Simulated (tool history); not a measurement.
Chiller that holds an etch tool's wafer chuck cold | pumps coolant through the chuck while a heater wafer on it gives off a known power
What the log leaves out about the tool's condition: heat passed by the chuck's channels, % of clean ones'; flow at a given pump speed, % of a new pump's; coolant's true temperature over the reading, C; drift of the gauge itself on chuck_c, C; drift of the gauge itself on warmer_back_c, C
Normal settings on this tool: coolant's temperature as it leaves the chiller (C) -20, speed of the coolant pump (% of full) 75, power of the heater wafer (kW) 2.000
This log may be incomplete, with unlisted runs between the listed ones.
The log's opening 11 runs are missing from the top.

run	hour	coolant's temperature as it leaves the chiller (C)	speed of the coolant pump (% of full)	power of the heater wafer (kW)	hours since the coolant was changed and the channels were flushed	hours since the pump was overhauled	hours since the chiller's thermometer was calibrated	chuck's temperature once it has settled (C)	how much warmer the coolant comes back (C)
12	254.1	-20	100	2.000	1922	712	1788	-5.4	7.17
13	271.4	-20	100	2.000	1939	729	1806	-5.7	7.21
14	285.1	-20	75	2.000	1953	743	1819	-2.5	9.60
15	306.2	-20	75	2.000	1974	764	1840	-2.4	9.59
16	323.4	-20	75	2.000	1991	781	1858	-2.7	9.61
17	352.1	-20	75	2.000	2020	810	1886	-2.6	9.63
18	371.0	-20	75	2.000	2039	829	1905	-2.6	9.62
19	400.0	-15	62	1.766	2068	858	1934	2.2	10.25
20	419.8	-16	73	2.804	2088	878	1954	8.9	13.83
21	445.1	-21	60	1.028	2113	903	1979	-10.6	6.19
22	469.9	-21	94	2.277	2138	928	2004	-4.0	8.62
23	495.2	-11	75	2.347	2163	953	2029	9.5	11.32
24	509.2	-11	75	2.977	2177	967	2043	14.8	14.39
25	534.7	-28	89	1.018	2203	993	2069	-20.0	4.11
26	548.8	-20	77	2.621	2217	1007	2083	2.5	12.21
27	577.5	-20	77	2.621	2246	1036	2112	2.2	12.27
28	608.2	-20	73	2.591	2276	1066	2142	2.8	12.78
29	629.0	-20	73	2.591	2297	1087	2163	3.1	12.90
30	645.3	-19	71	2.670	2313	1103	2179	4.8	13.67
31	670.4	-30	75	1.009	2338	1128	2204	-21.4	4.81

Below are 4 alternative next runs, each starting from the tool's condition after run 31. Predict each:
A	690.8	-22	75	2.620	2359	1149	2225	?	?
B	690.8	-14	61	2.075	2359	1149	2225	?	?
C	690.8	-17	75	2.000	2359	1149	2225	?	?
D	690.8	-29	67	2.727	2359	1149	2225	?	?

run	chuck's temperature once it has settled (C)	how much warmer the coolant comes back (C)
A	0.6	12.63
B	6.7	12.27
C	0.3	9.60
D	-3.4	14.72
Without the tool's hidden state the same runs would have given:
run	chuck's temperature once it has settled (C)	how much warmer the coolant comes back (C)
A	0.6	12.63
B	6.7	12.27
C	0.2	9.60
D	-3.4	14.71

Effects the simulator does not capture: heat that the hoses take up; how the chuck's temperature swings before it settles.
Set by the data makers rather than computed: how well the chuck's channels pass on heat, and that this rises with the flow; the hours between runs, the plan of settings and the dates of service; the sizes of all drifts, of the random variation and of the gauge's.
